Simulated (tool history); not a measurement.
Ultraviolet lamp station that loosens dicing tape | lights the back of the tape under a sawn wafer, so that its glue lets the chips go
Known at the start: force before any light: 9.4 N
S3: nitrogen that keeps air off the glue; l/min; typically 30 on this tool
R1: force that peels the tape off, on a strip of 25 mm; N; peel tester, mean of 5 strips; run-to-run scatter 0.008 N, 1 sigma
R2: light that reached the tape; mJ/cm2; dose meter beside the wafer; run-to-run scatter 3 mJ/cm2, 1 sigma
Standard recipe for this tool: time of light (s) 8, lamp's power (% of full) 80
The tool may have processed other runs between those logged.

{"run": 1, "hour": 0.0, "time of light (s)": 8, "lamp's power (% of full)": 80, "S3": 30, "R1": 0.332, "R2": 441}
{"run": 2, "hour": 84.8, "time of light (s)": 8, "lamp's power (% of full)": 80, "S3": 15, "R1": 0.459, "R2": 449}
{"run": 3, "hour": 137.1, "time of light (s)": 9, "lamp's power (% of full)": 80, "S3": 15, "R1": 0.328, "R2": 505}
{"hour": 151.7, "done": "lamp changed"}
{"run": 4, "hour": 227.0, "time of light (s)": 9, "lamp's power (% of full)": 80, "S3": 15, "R1": 0.337, "R2": 504}
{"run": 5, "hour": 313.5, "time of light (s)": 8, "lamp's power (% of full)": 80, "S3": 27, "R1": 0.341, "R2": 444}
{"run": 6, "hour": 391.9, "time of light (s)": 15, "lamp's power (% of full)": 80, "S3": 30, "R1": 0.1, "R2": 843}
{"run": 7, "hour": 457.9, "time of light (s)": 8, "lamp's power (% of full)": 80, "S3": 30, "R1": 0.304, "R2": 447}
{"run": 8, "hour": 543.1, "time of light (s)": 8, "lamp's power (% of full)": 77, "S3": 30, "R1": 0.347, "R2": 428}
{"hour": 551.5, "done": "window cleaned of glue's vapour"}
{"run": 9, "hour": 622.2, "time of light (s)": 8, "lamp's power (% of full)": 73, "S3": 30, "R1": 0.399, "R2": 409}
{"run": 10, "hour": 663.9, "time of light (s)": 8, "lamp's power (% of full)": 73, "S3": 30, "R1": 0.413, "R2": 403}
{"run": 11, "hour": 734.1, "time of light (s)": 8, "lamp's power (% of full)": 73, "S3": 30, "R1": 0.392, "R2": 413}
{"run": 12, "hour": 793.9, "time of light (s)": 8, "lamp's power (% of full)": 73, "S3": 30, "R1": 0.417, "R2": 409}
{"run": 13, "hour": 834.5, "time of light (s)": 8, "lamp's power (% of full)": 73, "S3": 30, "R1": 0.402, "R2": 404}
{"run": 14, "hour": 874.3, "time of light (s)": 8, "lamp's power (% of full)": 73, "S3": 30, "R1": 0.402, "R2": 409}
{"run": 15, "hour": 946.5, "time of light (s)": 8, "lamp's power (% of full)": 98, "S3": 30, "R1": 0.183, "R2": 550}
{"run": 16, "hour": 1030.1, "time of light (s)": 8, "lamp's power (% of full)": 80, "S3": 30, "R1": 0.312, "R2": 449}
{"hour": 1097.8, "done": "window cleaned of glue's vapour"}
{"run": 17, "hour": 1101.7, "time of light (s)": 8, "lamp's power (% of full)": 80, "S3": 30, "R1": 0.308, "R2": 450}
{"run": 18, "hour": 1179.5, "time of light (s)": 8, "lamp's power (% of full)": 80, "S3": 30, "R1": 0.309, "R2": 444}
{"run": 19, "hour": 1252.3, "time of light (s)": 6, "lamp's power (% of full)": 80, "S3": 30, "R1": 0.659, "R2": 331}
{"run": 20, "hour": 1293.2, "time of light (s)": 6, "lamp's power (% of full)": 80, "S3": 30, "R1": 0.639, "R2": 333}
{"run": 21, "hour": 1384.0, "time of light (s)": 8, "lamp's power (% of full)": 80, "S3": 30, "R1": 0.295, "R2": 450}
{"run": 22, "hour": 1433.0, "time of light (s)": 8, "lamp's power (% of full)": 80, "S3": 30, "R1": 0.322, "R2": 447}
{"run": 23, "hour": 1504.4, "time of light (s)": 12, "lamp's power (% of full)": 80, "S3": 38, "R1": 0.112, "R2": 670}
{"run": 24, "hour": 1554.2, "time of light (s)": 12, "lamp's power (% of full)": 80, "S3": 38, "R1": 0.114, "R2": 669}
{"run": 25, "hour": 1631.6, "time of light (s)": 12, "lamp's power (% of full)": 80, "S3": 38, "R1": 0.116, "R2": 665}
{"hour": 1640.7, "done": "window cleaned of glue's vapour"}
{"run": 26, "hour": 1703.5, "time of light (s)": 10, "lamp's power (% of full)": 63, "S3": 34, "R1": 0.305, "R2": 438}
{"run": 27, "hour": 1785.3, "time of light (s)": 10, "lamp's power (% of full)": 63, "S3": 34, "R1": 0.294, "R2": 440}
{"run": 28, "hour": 1835.4, "time of light (s)": 7, "lamp's power (% of full)": 62, "S3": 30, "R1": 0.839, "R2": 300}
{"run": 29, "hour": 1890.2, "time of light (s)": 7, "lamp's power (% of full)": 62, "S3": 30, "R1": 0.841, "R2": 304}
{"run": 30, "hour": 1959.0, "time of light (s)": 7, "lamp's power (% of full)": 62, "S3": 30, "R1": 0.814, "R2": 307}
{"run": 31, "hour": 2003.5, "time of light (s)": 10, "lamp's power (% of full)": 62, "S3": 41, "R1": 0.291, "R2": 433}
{"run": 32, "hour": 2078.5, "time of light (s)": 6, "lamp's power (% of full)": 82, "S3": 24, "R1": 0.679, "R2": 340}
{"run": 33, "hour": 2140.6, "time of light (s)": 9, "lamp's power (% of full)": 89, "S3": 13, "R1": 0.271, "R2": 556}
{"hour": 2184.2, "done": "window cleaned of glue's vapour"}
{"run": 34, "hour": 2206.2, "time of light (s)": 9, "lamp's power (% of full)": 89, "S3": 13, "R1": 0.285, "R2": 557}
{"run": 35, "hour": 2268.4, "time of light (s)": 12, "lamp's power (% of full)": 71, "S3": 30, "R1": 0.164, "R2": 594}
{"hour": 2334.1, "done": "lamp changed"}
{"run": 36, "hour": 2337.6, "time of light (s)": 12, "lamp's power (% of full)": 71, "S3": 30, "R1": 0.162, "R2": 589}
{"run": 37, "hour": 2411.6, "time of light (s)": 12, "lamp's power (% of full)": 71, "S3": 30, "R1": 0.153, "R2": 589}
{"run": 38, "hour": 2499.2, "time of light (s)": 12, "lamp's power (% of full)": 71, "S3": 30, "R1": 0.157, "R2": 587}
{"run": 39, "hour": 2547.9, "time of light (s)": 6, "lamp's power (% of full)": 92, "S3": 39, "R1": 0.408, "R2": 386}
{"run": 40, "hour": 2597.2, "time of light (s)": 6, "lamp's power (% of full)": 92, "S3": 39, "R1": 0.417, "R2": 385}
{"run": 41, "hour": 2645.5, "time of light (s)": 6, "lamp's power (% of full)": 92, "S3": 39, "R1": 0.406, "R2": 385}
{"run": 42, "hour": 2701.9, "time of light (s)": 5, "lamp's power (% of full)": 94, "S3": 15, "R1": 0.953, "R2": 327}
{"hour": 2732.3, "done": "window cleaned of glue's vapour"}
{"run": 43, "hour": 2773.0, "time of light (s)": 5, "lamp's power (% of full)": 94, "S3": 15, "R1": 0.96, "R2": 326}

What if the next run were any one of these 3? Each begins from the tool's condition after run 43:
{"run": "A", "hour": 2851.6, "time of light (s)": 7, "lamp's power (% of full)": 69, "S3": 46, "R1": "?", "R2": "?"}
{"run": "B", "hour": 2851.6, "time of light (s)": 5, "lamp's power (% of full)": 83, "S3": 41, "R1": "?", "R2": "?"}
{"run": "C", "hour": 2851.6, "time of light (s)": 15, "lamp's power (% of full)": 88, "S3": 52, "R1": "?", "R2": "?"}

run=A R1=0.536 R2=339
run=B R1=0.809 R2=286
run=C R1=0.086 R2=929
The same runs, with their run-to-run variation unchanged, on a tool lacking any hidden condition would have given:
run=A R1=0.536 R2=339
run=B R1=0.809 R2=287
run=C R1=0.086 R2=929
